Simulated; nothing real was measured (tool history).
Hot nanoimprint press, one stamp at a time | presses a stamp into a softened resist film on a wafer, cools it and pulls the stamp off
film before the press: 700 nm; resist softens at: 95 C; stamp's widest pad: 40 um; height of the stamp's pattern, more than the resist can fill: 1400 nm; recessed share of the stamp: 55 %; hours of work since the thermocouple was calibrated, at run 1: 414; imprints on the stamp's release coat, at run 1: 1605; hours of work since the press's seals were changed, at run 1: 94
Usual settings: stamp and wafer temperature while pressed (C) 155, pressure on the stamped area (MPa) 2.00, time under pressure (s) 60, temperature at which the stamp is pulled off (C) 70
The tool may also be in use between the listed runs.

run,hour,stamp and wafer temperature while pressed (C),pressure on the stamped area (MPa),time under pressure (s),temperature at which the stamp is pulled off (C),hours of work since the thermocouple was calibrated,imprints on the stamp's release coat,hours of work since the press's seals were changed,resist left under the stamp's widest pad (angstrom),greatest force while the stamp is pulled off (N)
1,0.0,155,2.00,60,70,414,1605,94,4073,230
2,19.8,155,2.00,60,70,428,1668,107,4059,239
3,29.6,155,2.00,60,70,435,1699,114,4049,230
# hour 37.0: stamp cleaned and given a new release coat
4,58.5,155,2.58,60,70,451,68,130,3695,237
5,68.0,155,2.58,60,70,457,98,137,3720,247
6,89.3,155,2.00,60,70,472,165,151,4040,249
7,105.5,155,1.91,60,70,483,216,163,4165,238
8,127.2,155,1.91,53,70,498,285,178,4278,236
9,147.0,155,1.91,53,70,512,348,191,4314,239
10,156.6,155,1.91,53,70,518,378,198,4327,239
11,173.0,155,2.00,77,70,530,430,209,3758,252
# hour 183.9: plate thermocouple calibrated
12,186.6,155,2.00,106,70,2,464,217,3311,240
13,207.7,155,2.14,69,76,16,530,231,3795,217
14,228.4,155,1.28,60,76,31,596,246,4738,216
15,239.4,155,1.23,60,76,38,631,253,4786,216
16,256.5,157,2.00,60,77,50,685,265,3646,214
17,279.1,157,1.71,60,77,66,757,281,3901,220
18,291.2,157,1.71,60,77,74,795,289,3892,218
19,300.6,157,1.71,60,77,81,825,296,3878,213
20,311.0,157,1.71,60,77,88,857,303,3915,210
21,330.0,157,1.71,60,77,101,918,316,3918,215

3 ways to go on from here, each from the tool as it stands after run 21. What would each give?
A,340.0,150,2.00,60,70,108,949,323,?,?
B,340.0,157,2.71,32,71,108,949,323,?,?
C,340.0,155,1.40,91,77,108,949,323,?,?

run,resist left under the stamp's widest pad (angstrom),greatest force while the stamp is pulled off (N)
A,5110,238
B,4038,235
C,4061,208
Without the tool's hidden state the same runs would have given:
run,resist left under the stamp's widest pad (angstrom),greatest force while the stamp is pulled off (N)
A,5108,238
B,4037,234
C,4060,207
